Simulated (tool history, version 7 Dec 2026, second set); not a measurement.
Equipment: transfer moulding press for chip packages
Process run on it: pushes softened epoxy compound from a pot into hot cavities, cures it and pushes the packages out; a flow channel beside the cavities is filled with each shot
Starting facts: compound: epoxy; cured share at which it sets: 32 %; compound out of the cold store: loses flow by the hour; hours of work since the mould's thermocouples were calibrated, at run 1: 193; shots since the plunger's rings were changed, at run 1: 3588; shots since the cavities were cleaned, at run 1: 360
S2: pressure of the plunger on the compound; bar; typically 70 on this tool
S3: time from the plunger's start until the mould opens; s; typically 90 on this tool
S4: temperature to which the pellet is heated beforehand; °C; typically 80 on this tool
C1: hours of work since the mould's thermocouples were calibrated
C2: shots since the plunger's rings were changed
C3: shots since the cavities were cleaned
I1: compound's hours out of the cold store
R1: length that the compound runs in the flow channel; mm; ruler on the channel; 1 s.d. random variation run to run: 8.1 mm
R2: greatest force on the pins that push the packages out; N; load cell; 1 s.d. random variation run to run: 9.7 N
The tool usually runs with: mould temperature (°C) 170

run 1 hour=0 | mould_temperature_(°C)=170 S2=70 S3=90 S4=80 | C1=193 C2=3588 C3=360 | I1=13.9 | R1=951 R2=595
-- hour=17.2 cavities cleaned with cleaning compound and waxed
run 2 hour=35 | mould_temperature_(°C)=165 S2=70 S3=90 S4=80 | C1=213 C2=4001 C3=219 | I1=11.9 | R1=952 R2=1130
-- hour=63.1 cavities cleaned with cleaning compound and waxed
run 3 hour=78.4 | mould_temperature_(°C)=165 S2=70 S3=90 S4=80 | C1=237 C2=4518 C3=188 | I1=26.7 | R1=900 R2=746
run 4 hour=100.5 | mould_temperature_(°C)=170 S2=70 S3=90 S4=80 | C1=250 C2=4791 C3=461 | I1=41.2 | R1=829 R2=590
-- hour=110.3 cavities cleaned with cleaning compound and waxed
-- hour=134.7 plunger's sealing rings changed
run 5 hour=135.8 | mould_temperature_(°C)=170 S2=70 S3=90 S4=80 | C1=269 C2=13 C3=283 | I1=38.4 | R1=919 R2=565
-- hour=156.7 cavities cleaned with cleaning compound and waxed
-- hour=180 cavities cleaned with cleaning compound and waxed, once more
run 6 hour=180 | mould_temperature_(°C)=170 S2=70 S3=90 S4=80 | C1=293 C2=522 C3=0 | I1=41.4 | R1=913 R2=471
run 7 hour=216 | mould_temperature_(°C)=170 S2=70 S3=90 S4=80 | C1=314 C2=966 C3=444 | I1=45.6 | R1=872 R2=590
-- hour=224.8 cavities cleaned with cleaning compound and waxed
run 8 hour=266.7 | mould_temperature_(°C)=170 S2=70 S3=90 S4=76 | C1=343 C2=1573 C3=516 | I1=16.5 | R1=987 R2=620
-- hour=272.8 cavities cleaned with cleaning compound and waxed
run 9 hour=294.5 | mould_temperature_(°C)=170 S2=70 S3=90 S4=76 | C1=358 C2=1897 C3=267 | I1=13.2 | R1=982 R2=564
-- hour=317.2 cavities cleaned with cleaning compound and waxed
run 10 hour=330.3 | mould_temperature_(°C)=170 S2=70 S3=90 S4=76 | C1=378 C2=2322 C3=162 | I1=41.9 | R1=882 R2=504
run 11 hour=358.1 | mould_temperature_(°C)=170 S2=70 S3=90 S4=80 | C1=395 C2=2665 C3=505 | I1=9.6 | R1=972 R2=614
-- hour=362.8 cavities cleaned with cleaning compound and waxed
-- hour=407.1 cavities cleaned with cleaning compound and waxed
run 12 hour=407.1 | mould_temperature_(°C)=170 S2=70 S3=90 S4=80 | C1=422 C2=3232 C3=0 | I1=33.6 | R1=895 R2=440
-- hour=451.9 cavities cleaned with cleaning compound and waxed
run 13 hour=456.9 | mould_temperature_(°C)=170 S2=70 S3=90 S4=80 | C1=450 C2=3828 C3=61 | I1=16.3 | R1=944 R2=495
run 14 hour=482.4 | mould_temperature_(°C)=170 S2=70 S3=90 S4=80 | C1=465 C2=4143 C3=376 | I1=28.2 | R1=883 R2=623
-- hour=497.6 cavities cleaned with cleaning compound and waxed
run 15 hour=513.9 | mould_temperature_(°C)=170 S2=70 S3=90 S4=80 | C1=483 C2=4513 C3=201 | I1=14.8 | R1=918 R2=533
-- hour=544.8 cavities cleaned with cleaning compound and waxed
run 16 hour=558.6 | mould_temperature_(°C)=176 S2=70 S3=124 S4=80 | C1=508 C2=5046 C3=171 | I1=31.8 | R1=836 R2=379
-- hour=571.1 plunger's sealing rings changed
-- hour=591.6 cavities cleaned with cleaning compound and waxed
run 17 hour=591.6 | mould_temperature_(°C)=175 S2=82.7 S3=74 S4=87 | C1=525 C2=235 C3=0 | I1=24.6 | R1=1038 R2=505
run 18 hour=624.6 | mould_temperature_(°C)=175 S2=82.7 S3=74 S4=87 | C1=545 C2=642 C3=407 | I1=39.3 | R1=982 R2=634
-- hour=637.8 cavities cleaned with cleaning compound and waxed
run 19 hour=650.5 | mould_temperature_(°C)=173 S2=85.8 S3=95 S4=74 | C1=559 C2=944 C3=156 | I1=32.4 | R1=1025 R2=414
-- hour=682.2 cavities cleaned with cleaning compound and waxed
run 20 hour=685.5 | mould_temperature_(°C)=172 S2=70 S3=107 S4=80 | C1=579 C2=1357 C3=41 | I1=10 | R1=994 R2=396
-- hour=727.7 cavities cleaned with cleaning compound and waxed
run 21 hour=727.7 | mould_temperature_(°C)=174 S2=75.9 S3=90 S4=80 | C1=603 C2=1860 C3=0 | I1=17.8 | R1=980 R2=383
-- hour=772.4 cavities cleaned with cleaning compound and waxed
run 22 hour=773.4 | mould_temperature_(°C)=174 S2=75.9 S3=90 S4=80 | C1=629 C2=2405 C3=12 | I1=13.9 | R1=984 R2=388
run 23 hour=794.4 | mould_temperature_(°C)=174 S2=52.9 S3=89 S4=79 | C1=641 C2=2664 C3=271 | I1=14.6 | R1=813 R2=487
-- hour=816.9 cavities cleaned with cleaning compound and waxed
run 24 hour=824 | mould_temperature_(°C)=174 S2=52.9 S3=89 S4=79 | C1=657 C2=3011 C3=88 | I1=31.6 | R1=762 R2=431
-- hour=861.9 cavities cleaned with cleaning compound and waxed
run 25 hour=873.3 | mould_temperature_(°C)=170 S2=59.5 S3=108 S4=87 | C1=686 C2=3601 C3=140 | I1=34.8 | R1=794 R2=402

Run 26 comes next. What will it give?
-- hour=905.3 cavities cleaned with cleaning compound and waxed
run 26 hour=905.6 | mould_temperature_(°C)=170 S2=59.5 S3=108 S4=87 | C1=704 C2=3981 C3=3 | I1=14.8 | R1=? R2=?

{"run 26": {"R1": 847, "R2": 377}}
Minus the tool's unlogged condition, the same run would have read R1 923 mm, R2 369 N.
